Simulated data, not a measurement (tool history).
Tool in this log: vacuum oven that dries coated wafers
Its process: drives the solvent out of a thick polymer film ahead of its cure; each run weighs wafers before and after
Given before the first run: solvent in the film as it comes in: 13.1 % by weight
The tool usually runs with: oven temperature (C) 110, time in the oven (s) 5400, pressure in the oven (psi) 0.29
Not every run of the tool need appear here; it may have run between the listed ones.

run	hour	oven temperature (C)	time in the oven (s)	pressure in the oven (psi)	solvent left in the film (%)
1	0	110	5400	0.29	2.15
2	21.2	110	5400	0.39	2.45
3	36.2	110	5400	0.912	4.23
4	55.8	110	5400	0.912	4.21
5	69.4	110	7020	0.912	3.87
6	85.3	110	7020	0.912	3.79
7	104.8	110	7020	0.912	3.71
8	119.5	110	5400	0.174	1.74
9	140.9	110	8460	0.519	2.31
10	160.4	110	8460	0.519	2.28
11	175.1	119	5400	0.29	1.19
# hour 178.7: oven's thermocouples calibrated
12	193	119	5400	0.29	1.26
# hour 217: oven's thermocouples calibrated, once more
13	217	119	5400	0.29	1.04
14	232.8	123	4800	0.197	0.69
15	251.2	107	5400	0.29	2.41
16	266.3	108	5280	0.294	2.34

Consider 3 possible next runs. They are alternatives, not a sequence: every one starts from the tool as it was left by run 16. What does each give?
A	278.1	113	2760	0.29	?
B	278.1	110	3660	0.29	?
C	278.1	109	5400	0.17	?

run	solvent left in the film (%)
A	3.48
B	2.94
C	1.65
What these runs would have given with no unlogged condition in the tool:
run	solvent left in the film (%)
A	3.37
B	2.83
C	1.54
